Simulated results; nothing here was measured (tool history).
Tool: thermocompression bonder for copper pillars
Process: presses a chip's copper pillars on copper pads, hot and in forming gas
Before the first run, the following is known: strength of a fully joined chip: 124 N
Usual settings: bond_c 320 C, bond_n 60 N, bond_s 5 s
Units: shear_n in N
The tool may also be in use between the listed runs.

run,hour,bond_c,bond_n,bond_s,shear_n
1,0,320,60,5,43.4
2,27.1,320,60,5,44
3,67.4,320,60,5,44.3
4,95.1,320,60,5,44
5,120.6,320,60,5,43.8
6,140.9,320,60,5,44.2
7,184.4,320,60,7,50.7
8,219.7,320,60,7,50.2
9,267.3,320,60,7,50.6
10,287,320,60,5,44.6
11,330.1,320,60,5,44.7
12,369.1,320,60,8,53.4
13,406.7,320,60,3,36.4
14,437,320,60,3,36.5
# hour 461.8: forming gas filter changed
15,472.9,320,60,5,48.3
16,512.1,320,60,5,49
17,557.3,341,60,5,62.7
18,595.7,341,60,5,62.5
19,622.1,316,60,5,45.9
20,641.9,320,60,5,48.8
21,668.8,320,60,5,48.5
22,711.2,322,84,3,48.7
23,750,295,39,5,26.5
24,778.8,336,44,4,47
25,805.6,336,44,4,47.3
# hour 818.6: heater calibrated with a thermocouple chip
26,829.6,336,44,4,42.3
27,872.8,340,41,7,53.3
28,897.7,340,41,7,53.2
29,926.9,323,43,12,53.7
30,966.2,323,45,7,45
31,994.8,320,60,14,64
32,1017,295,60,6,32.7
33,1049.5,320,60,9,55
34,1090,320,47,5,38.8
35,1120.1,325,56,5,45.8
36,1167.4,290,55,10,35.9
# hour 1198: forming gas filter changed
37,1200.7,305,49,5,34.1
38,1228.9,305,49,5,34.6
39,1262.6,335,40,11,63.2
40,1286.8,320,60,8,56.9
41,1327.8,320,69,5,51.3

Here are 3 independent what-if runs from the current tool condition. What would each one return?
A,1374.7,320,60,12,?
B,1374.7,320,45,5,?
C,1374.7,320,44,11,?

run,shear_n
A,65.5
B,41.2
C,54.7
Stripped of hidden state, with their random variation kept, the same runs would have yielded:
run,shear_n
A,63.1
B,39.1
C,52.4
